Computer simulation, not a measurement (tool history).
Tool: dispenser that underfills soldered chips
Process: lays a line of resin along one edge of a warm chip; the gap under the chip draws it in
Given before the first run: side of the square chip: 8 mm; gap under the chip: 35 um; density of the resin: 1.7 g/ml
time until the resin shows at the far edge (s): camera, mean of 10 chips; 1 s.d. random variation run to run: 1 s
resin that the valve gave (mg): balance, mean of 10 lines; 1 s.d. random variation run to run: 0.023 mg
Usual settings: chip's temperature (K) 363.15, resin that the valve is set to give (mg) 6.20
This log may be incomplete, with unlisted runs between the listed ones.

| run | hour | chip's temperature (K) | resin that the valve is set to give (mg) | time until the resin shows at the far edge (s) | resin that the valve gave (mg) |
|---|---|---|---|---|---|
| 1 | 0.0 | 363.15 | 6.20 | 127.6 | 6.17 |
| 2 | 1.9 | 363.15 | 6.20 | 138.2 | 6.20 |
|  | 6.0 | new syringe of resin |
| 3 | 6.0 | 363.15 | 7.51 | 94.3 | 7.45 |
| 4 | 8.8 | 363.15 | 6.20 | 106.7 | 6.15 |
| 5 | 13.2 | 363.15 | 6.20 | 126.0 | 6.17 |
| 6 | 15.9 | 370.15 | 6.20 | 116.2 | 6.12 |
| 7 | 19.1 | 366.15 | 6.20 | 146.5 | 6.11 |
|  | 19.8 | new syringe of resin |
| 8 | 21.3 | 366.15 | 6.20 | 94.6 | 6.10 |
| 9 | 25.2 | 366.15 | 6.20 | 107.7 | 6.05 |
| 10 | 29.5 | 366.15 | 6.20 | 126.4 | 6.11 |
|  | 33.7 | new syringe of resin |
| 11 | 34.2 | 363.15 | 5.43 | 98.7 | 5.32 |
| 12 | 38.9 | 363.15 | 7.64 | 112.9 | 7.47 |
| 13 | 43.1 | 363.15 | 7.64 | 134.7 | 7.51 |
| 14 | 46.1 | 363.15 | 6.62 | 150.5 | 6.51 |
|  | 47.7 | new syringe of resin |
| 15 | 51.0 | 363.15 | 6.62 | 106.6 | 6.48 |
| 16 | 54.1 | 363.15 | 6.62 | 119.9 | 6.48 |
| 17 | 57.6 | 361.15 | 8.05 | 142.5 | 7.84 |
| 18 | 59.8 | 369.15 | 7.17 | 126.0 | 7.00 |
|  | 61.5 | new syringe of resin |
|  | 63.3 | dispensing valve cleaned and set on the balance |
| 19 | 64.2 | 355.15 | 6.20 | 126.5 | 6.25 |
| 20 | 67.2 | 376.15 | 7.74 | 80.1 | 7.73 |
| 21 | 71.1 | 368.15 | 7.74 | 114.4 | 7.73 |
| 22 | 74.1 | 363.15 | 5.95 | 146.3 | 5.96 |
|  | 76.5 | new syringe of resin |
| 23 | 78.1 | 353.15 | 5.33 | 138.0 | 5.29 |
| 24 | 82.3 | 355.15 | 7.83 | 148.2 | 7.78 |
| 25 | 85.2 | 349.15 | 6.59 | 195.8 | 6.56 |
| 26 | 89.6 | 349.15 | 6.59 | 233.7 | 6.57 |
|  | 90.3 | new syringe of resin |
| 27 | 92.9 | 359.15 | 5.96 | 117.0 | 5.93 |
| 28 | 96.3 | 363.15 | 6.31 | 118.8 | 6.22 |

4 options for the next run, each taken on its own from the tool as it stands now. Forecast them:
| A | 99.8 | 349.15 | 6.45 | ? | ? |
| B | 99.8 | 355.15 | 6.74 | ? | ? |
| C | 99.8 | 357.15 | 6.20 | ? | ? |
| D | 99.8 | 372.15 | 5.92 | ? | ? |

| run | time until the resin shows at the far edge (s) | resin that the valve gave (mg) |
|---|---|---|
| A | 198.5 | 6.40 |
| B | 168.3 | 6.65 |
| C | 157.9 | 6.13 |
| D | 104.2 | 5.88 |
What these runs would have given with no unlogged condition in the tool:
| run | time until the resin shows at the far edge (s) | resin that the valve gave (mg) |
|---|---|---|
| A | 142.9 | 6.47 |
| B | 121.2 | 6.72 |
| C | 113.6 | 6.20 |
| D | 74.9 | 5.94 |
